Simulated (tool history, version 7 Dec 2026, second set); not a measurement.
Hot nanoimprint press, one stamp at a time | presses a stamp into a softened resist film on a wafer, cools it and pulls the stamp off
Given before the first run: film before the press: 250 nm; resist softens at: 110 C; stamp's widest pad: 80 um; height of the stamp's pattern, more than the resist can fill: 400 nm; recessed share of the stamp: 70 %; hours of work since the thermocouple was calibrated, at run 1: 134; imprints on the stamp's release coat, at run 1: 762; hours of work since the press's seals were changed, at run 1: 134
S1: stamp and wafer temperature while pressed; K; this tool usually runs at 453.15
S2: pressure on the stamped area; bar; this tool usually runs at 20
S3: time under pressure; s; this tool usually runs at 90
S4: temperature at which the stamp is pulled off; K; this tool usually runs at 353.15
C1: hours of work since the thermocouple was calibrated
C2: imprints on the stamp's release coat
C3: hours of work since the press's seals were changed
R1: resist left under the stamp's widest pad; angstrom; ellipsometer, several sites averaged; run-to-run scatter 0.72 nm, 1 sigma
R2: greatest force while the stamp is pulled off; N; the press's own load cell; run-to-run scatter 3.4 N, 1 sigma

run,hour,S1,S2,S3,S4,C1,C2,C3,R1,R2
1,0,453.15,20,90,353.15,134,762,134,1393,187
2,49.4,453.15,20,90,353.15,172,890,172,1386,189
3,98.5,447.15,20,90,353.15,210,1017,210,1700,198
4,143.1,447.15,20,90,353.15,244,1132,244,1672,196
5,196.9,447.15,20,90,353.15,286,1271,286,1663,203
6,246.4,445.15,20,90,353.15,324,1399,324,1758,208
7,292.6,445.15,20,90,353.15,360,1518,360,1745,218
8,329.5,445.15,20,90,353.15,388,1614,388,1749,208
9,372.1,445.15,20,90,353.15,421,1724,421,1727,219
# hour 387.8: plate thermocouple calibrated
# hour 411.2: stamp cleaned and given a new release coat
10,420.9,445.15,20,90,353.15,21,25,452,1826,152
11,447.7,453.15,20,90,353.15,42,94,473,1419,173
12,494.3,453.15,13.1,90,353.15,78,214,509,1627,166
13,532.2,453.15,13.1,90,353.15,107,312,538,1628,171
14,562.2,453.15,20,134,353.15,130,390,561,1232,170
# hour 589.2: press's hydraulic seals changed and the load cell set to zero
15,622.7,453.15,20,90,353.15,171,525,26,1382,177
16,647.3,453.15,20,90,353.15,190,589,45,1368,184
17,676.8,453.15,30,79,350.15,213,665,68,1229,181
18,719.9,453.15,20.4,90,338.15,246,776,101,1361,204
19,763.9,453.15,20.4,90,338.15,280,890,135,1350,208
20,798.6,453.15,20.4,90,338.15,307,980,162,1345,213
21,834.1,460.15,18.6,73,353.15,334,1071,189,1180,189
22,884.2,460.15,18.6,73,353.15,373,1201,228,1163,204
23,918.1,450.15,20,90,350.15,399,1289,254,1496,201
# hour 962.7: plate thermocouple calibrated
24,962.7,458.15,12.9,90,350.15,0,1396,286,1431,213
25,1001.9,453.15,28.7,52,355.15,30,1497,317,1488,208
26,1045.7,453.15,28.7,52,355.15,64,1610,351,1488,209
27,1089.5,453.15,28.7,52,355.15,98,1724,384,1490,211
# hour 1126.5: stamp cleaned and given a new release coat
28,1146.8,449.15,20,90,343.15,138,52,424,1614,173
29,1179.8,449.15,20,90,343.15,163,137,450,1605,182
30,1205.3,454.15,31.2,163,344.15,183,203,469,902,179

Some steps in R1 between neighbouring runs. How much of each would the tool show without its hidden state too (settings, what came in, random variation), and how much is left for the hidden state, with any gauge scatter that isn't in both results?
Hidden state at play: true temperature over the reading, C; pressure that arrives at the usual setting, %; grip of the stamp's worn release coat, % over a new coat's; drift of the gauge itself on residual_nm, %; drift of the gauge itself on pull_off_n, %.
Run 9 -> 10: plate thermocouple calibrated, stamp cleaned and given a new release coat. R1 +99 angstrom: hidden state +87, all else +12.
Run 10 -> 11: S1 445.15 -> 453.15. R1 -407 angstrom: hidden state -3, all else -404.
Run 13 -> 14: S2 13.1 -> 20, S3 90 -> 134. R1 -396 angstrom: hidden state +0, all else -396.
Run 14 -> 15: S3 134 -> 90, press's hydraulic seals changed and the load cell set to zero. R1 +150 angstrom: hidden state -26, all else +176.
Run 23 -> 24: S1 450.15 -> 458.15, S2 20 -> 12.9, plate thermocouple calibrated. R1 -65 angstrom: hidden state +101, all else -166.
Run 29 -> 30: S1 449.15 -> 454.15, S2 20 -> 31.2, S3 90 -> 163, S4 343.15 -> 344.15. R1 -703 angstrom: hidden state +7, all else -710.

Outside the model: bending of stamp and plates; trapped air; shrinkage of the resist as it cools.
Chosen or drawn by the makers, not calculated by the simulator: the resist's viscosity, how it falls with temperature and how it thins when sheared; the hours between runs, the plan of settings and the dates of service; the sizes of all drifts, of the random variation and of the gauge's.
